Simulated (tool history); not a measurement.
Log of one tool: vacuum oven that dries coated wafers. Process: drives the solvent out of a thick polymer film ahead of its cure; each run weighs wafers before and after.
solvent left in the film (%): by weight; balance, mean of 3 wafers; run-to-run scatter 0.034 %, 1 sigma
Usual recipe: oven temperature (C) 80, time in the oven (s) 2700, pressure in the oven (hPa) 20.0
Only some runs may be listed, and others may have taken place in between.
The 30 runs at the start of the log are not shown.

run,hour,oven temperature (C),time in the oven (s),pressure in the oven (hPa),solvent left in the film (%)
31,1172.9,80,2700,66.0,4.19
32,1201.3,80,4740,66.0,3.02
33,1225.4,80,3120,32.0,2.87
34,1272.5,75,2700,20.0,3.79
35,1299.7,75,2700,20.0,3.83
36,1348.0,72,3000,13.2,3.78
37,1374.6,72,3000,13.2,3.73
38,1425.8,79,3000,74.0,4.53
39,1455.6,80,1980,61.2,5.08
40,1482.0,80,4320,72.4,3.40
41,1528.5,67,2700,26.8,5.52
42,1578.8,91,1740,50.3,3.40
43,1608.5,77,3780,10.5,2.10
44,1646.7,66,2700,19.0,5.53
45,1680.6,66,2700,54.0,6.92
46,1703.8,70,3240,29.2,4.56

3 ways to go on from here, each from the tool as it stands after run 46. What would each give?
A,1755.0,78,2100,67.3,?
B,1755.0,70,2040,75.4,?
C,1755.0,76,2700,20.0,?

run,solvent left in the film (%)
A,5.45
B,7.47
C,3.72
The same runs, with their run-to-run variation unchanged, on a tool lacking any hidden condition would have given:
run,solvent left in the film (%)
A,5.15
B,7.14
C,3.43
